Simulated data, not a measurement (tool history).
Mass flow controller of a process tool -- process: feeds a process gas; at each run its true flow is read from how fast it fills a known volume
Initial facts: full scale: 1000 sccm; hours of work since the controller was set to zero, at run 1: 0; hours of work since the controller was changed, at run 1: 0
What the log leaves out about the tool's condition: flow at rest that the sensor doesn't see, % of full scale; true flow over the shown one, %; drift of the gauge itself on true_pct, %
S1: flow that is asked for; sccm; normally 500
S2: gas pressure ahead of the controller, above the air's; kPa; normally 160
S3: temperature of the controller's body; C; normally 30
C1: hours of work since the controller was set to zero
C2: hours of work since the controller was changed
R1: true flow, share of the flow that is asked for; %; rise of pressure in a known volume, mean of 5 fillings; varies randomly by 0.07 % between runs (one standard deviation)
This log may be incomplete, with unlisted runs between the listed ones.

run    hour   S1   S2  S3    C1    C2      R1
  1     0.0  500  160  30     0     0   97.79
  2   194.9  500  152  30   113   113   97.79
  3   491.6  500  152  30   285   285   97.91
  4   926.4  500  152  30   537   537   98.04
  5  1367.0  282  152  30   792   792   97.53
  6  1745.7  282  152  30  1011  1011   97.61
  7  2023.2  500  160  30  1172  1172   98.35
  8  2216.2  500  160  30  1284  1284   98.44
  9  2488.4  500  160  30  1441  1441   98.49
 10  2887.3  500  164  30  1672  1672   98.62
 11  3285.5  500  164  30  1903  1903   98.82
 12  3613.3  174  151  30  2093  2093   97.84
 13  4023.4  174  229  30  2330  2330   98.08
 14  4389.0  108  198  30  2542  2542   97.87
 15  4718.5  108  198  30  2733  2733   98.03
 16  5158.0  108  198  30  2987  2987   98.02
 17  5526.9  108  198  30  3201  3201   98.05
 18  5772.2  500  160  22  3343  3343  100.35
 19  5971.8  209  173  27  3459  3459   98.95
     6136.3  -- gauge calibrated
 20  6267.6  847  197  30  3630  3630   98.91
 21  6659.9  665  218  30  3857  3857   98.62

Branching from run 21: 4 alternative next runs. What would each branch give?
  A  6973.4  500  232  30  4039  4039   ?
  B  6973.4  500  238  30  4039  4039   ?
  C  6973.4  836  160  30  4039  4039   ?
  D  6973.4  665  218  24  4039  4039   ?

run     R1
  A  98.25
  B  98.19
  C  99.12
  D  99.46
Take away the tool's hidden state, keep each run's random variation, and the runs would have read:
run     R1
  A  98.02
  B  97.97
  C  98.89
  D  99.23
